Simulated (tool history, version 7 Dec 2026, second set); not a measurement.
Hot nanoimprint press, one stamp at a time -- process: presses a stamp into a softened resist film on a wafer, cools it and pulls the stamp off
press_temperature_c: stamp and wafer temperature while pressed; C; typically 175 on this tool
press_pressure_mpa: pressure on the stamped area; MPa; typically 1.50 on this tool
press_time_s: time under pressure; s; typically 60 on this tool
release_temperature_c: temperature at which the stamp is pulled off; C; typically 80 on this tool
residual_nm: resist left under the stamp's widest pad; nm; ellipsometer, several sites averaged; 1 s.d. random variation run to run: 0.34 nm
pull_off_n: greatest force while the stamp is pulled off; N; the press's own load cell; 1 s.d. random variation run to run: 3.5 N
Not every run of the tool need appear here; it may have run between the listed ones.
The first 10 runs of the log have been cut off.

run 11 hour=856.5 | press_temperature_c=175 press_pressure_mpa=1.50 press_time_s=60 release_temperature_c=80 | residual_nm=122.2 pull_off_n=203
run 12 hour=901.3 | press_temperature_c=175 press_pressure_mpa=1.50 press_time_s=60 release_temperature_c=80 | residual_nm=122.1 pull_off_n=217
run 13 hour=994.4 | press_temperature_c=175 press_pressure_mpa=1.50 press_time_s=60 release_temperature_c=80 | residual_nm=121.4 pull_off_n=232
-- hour=1012.6 stamp cleaned and given a new release coat
run 14 hour=1083.0 | press_temperature_c=175 press_pressure_mpa=1.50 press_time_s=60 release_temperature_c=80 | residual_nm=121.7 pull_off_n=182
-- hour=1142.3 plate thermocouple calibrated, once more
run 15 hour=1143.0 | press_temperature_c=175 press_pressure_mpa=1.50 press_time_s=60 release_temperature_c=80 | residual_nm=125.0 pull_off_n=198
run 16 hour=1242.4 | press_temperature_c=174 press_pressure_mpa=2.16 press_time_s=32 release_temperature_c=80 | residual_nm=142.2 pull_off_n=230
-- hour=1310.9 stamp cleaned and given a new release coat
-- hour=1331.0 press's hydraulic seals changed and the load cell set to zero
run 17 hour=1348.6 | press_temperature_c=175 press_pressure_mpa=1.50 press_time_s=65 release_temperature_c=72 | residual_nm=115.6 pull_off_n=175
run 18 hour=1409.6 | press_temperature_c=175 press_pressure_mpa=2.08 press_time_s=65 release_temperature_c=88 | residual_nm=98.1 pull_off_n=180
run 19 hour=1470.4 | press_temperature_c=175 press_pressure_mpa=2.36 press_time_s=103 release_temperature_c=88 | residual_nm=75.7 pull_off_n=193
run 20 hour=1519.7 | press_temperature_c=175 press_pressure_mpa=2.36 press_time_s=40 release_temperature_c=72 | residual_nm=111.8 pull_off_n=226
-- hour=1613.0 stamp cleaned and given a new release coat
run 21 hour=1613.0 | press_temperature_c=175 press_pressure_mpa=1.42 press_time_s=60 release_temperature_c=80 | residual_nm=121.9 pull_off_n=169
run 22 hour=1659.1 | press_temperature_c=178 press_pressure_mpa=1.00 press_time_s=60 release_temperature_c=82 | residual_nm=124.2 pull_off_n=179
run 23 hour=1722.5 | press_temperature_c=164 press_pressure_mpa=2.00 press_time_s=57 release_temperature_c=73 | residual_nm=181.2 pull_off_n=203
-- hour=1814.3 plate thermocouple calibrated
run 24 hour=1815.0 | press_temperature_c=175 press_pressure_mpa=1.50 press_time_s=30 release_temperature_c=80 | residual_nm=157.1 pull_off_n=220
run 25 hour=1895.0 | press_temperature_c=175 press_pressure_mpa=1.50 press_time_s=30 release_temperature_c=80 | residual_nm=157.0 pull_off_n=248
-- hour=1907.2 stamp cleaned and given a new release coat
run 26 hour=1970.8 | press_temperature_c=175 press_pressure_mpa=2.09 press_time_s=39 release_temperature_c=75 | residual_nm=123.6 pull_off_n=193
run 27 hour=2037.6 | press_temperature_c=175 press_pressure_mpa=2.09 press_time_s=39 release_temperature_c=75 | residual_nm=122.9 pull_off_n=211
run 28 hour=2134.1 | press_temperature_c=175 press_pressure_mpa=1.50 press_time_s=101 release_temperature_c=66 | residual_nm=98.3 pull_off_n=254
-- hour=2199.6 stamp cleaned and given a new release coat
run 29 hour=2230.6 | press_temperature_c=185 press_pressure_mpa=0.98 press_time_s=33 release_temperature_c=79 | residual_nm=116.8 pull_off_n=173
run 30 hour=2313.7 | press_temperature_c=175 press_pressure_mpa=1.50 press_time_s=74 release_temperature_c=80 | residual_nm=110.8 pull_off_n=194

Branching from run 30: 3 alternative next runs. What would each branch give?
run A hour=2371.7 | press_temperature_c=167 press_pressure_mpa=1.50 press_time_s=60 release_temperature_c=80 | residual_nm=? pull_off_n=?
run B hour=2371.7 | press_temperature_c=185 press_pressure_mpa=1.09 press_time_s=74 release_temperature_c=83 | residual_nm=? pull_off_n=?
run C hour=2371.7 | press_temperature_c=175 press_pressure_mpa=1.50 press_time_s=42 release_temperature_c=79 | residual_nm=? pull_off_n=?

run=A residual_nm=176.8 pull_off_n=210
run=B residual_nm=79.8 pull_off_n=202
run=C residual_nm=138.1 pull_off_n=208
What these runs would have given with no unlogged condition in the tool:
run=A residual_nm=179.2 pull_off_n=169
run=B residual_nm=81.0 pull_off_n=162
run=C residual_nm=139.7 pull_off_n=167
